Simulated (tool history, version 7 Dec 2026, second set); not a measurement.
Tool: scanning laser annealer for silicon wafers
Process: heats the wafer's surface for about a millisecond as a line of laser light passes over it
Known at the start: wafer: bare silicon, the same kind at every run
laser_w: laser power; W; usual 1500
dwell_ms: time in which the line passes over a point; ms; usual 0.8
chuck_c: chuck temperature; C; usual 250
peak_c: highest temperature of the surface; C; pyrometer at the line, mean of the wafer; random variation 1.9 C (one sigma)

Run 1, day 0: usual settings. Result: peak_c 1075 C.
Run 2, day 2.688: usual settings. Result: peak_c 1075 C.
Run 3, day 4.079: usual settings. Result: peak_c 1074 C.
Run 4, day 6.012: usual settings. Result: peak_c 1071 C.
Run 5, day 8.271: usual settings. Result: peak_c 1069 C.
Run 6, day 10.1: usual settings. Result: peak_c 1068 C.
At day 10.371: laser's power meter calibrated.
Run 7, day 11.933: usual settings. Result: peak_c 1070 C.
At day 13.75: optics aligned, line set to its width.
Run 8, day 14.342: usual settings but dwell_ms 0.933 ms. Result: peak_c 1164 C.
Run 9, day 15.754: usual settings but laser_w 1577 W, dwell_ms 0.882 ms, chuck_c 216 C. Result: peak_c 1153 C.
Run 10, day 18: usual settings but laser_w 1577 W, dwell_ms 0.882 ms, chuck_c 216 C. Result: peak_c 1150 C.
At day 20.704: laser's power meter calibrated, once more.
Run 11, day 20.8: usual settings but laser_w 1577 W, dwell_ms 0.882 ms, chuck_c 216 C. Result: peak_c 1134 C.
Run 12, day 21.979: usual settings but dwell_ms 0.986 ms. Result: peak_c 1166 C.
Run 13, day 24.721: usual settings but dwell_ms 0.986 ms. Result: peak_c 1166 C.

Hidden state or all else? Some run-to-run changes of peak_c, split into what the settings, what came in and random variation would give without the hidden state, and what is left for the hidden state (with any gauge scatter that isn't in both results):
The hidden state here: light that passes the window, % of a clean one's; laser's true power over the reading, %; width of the line over the set one, %; drift of the gauge itself on peak_c, C.
Run 7 -> 8: dwell_ms 0.8 -> 0.933, optics aligned, line set to its width. peak_c +94 C: hidden state +21, all else +73.
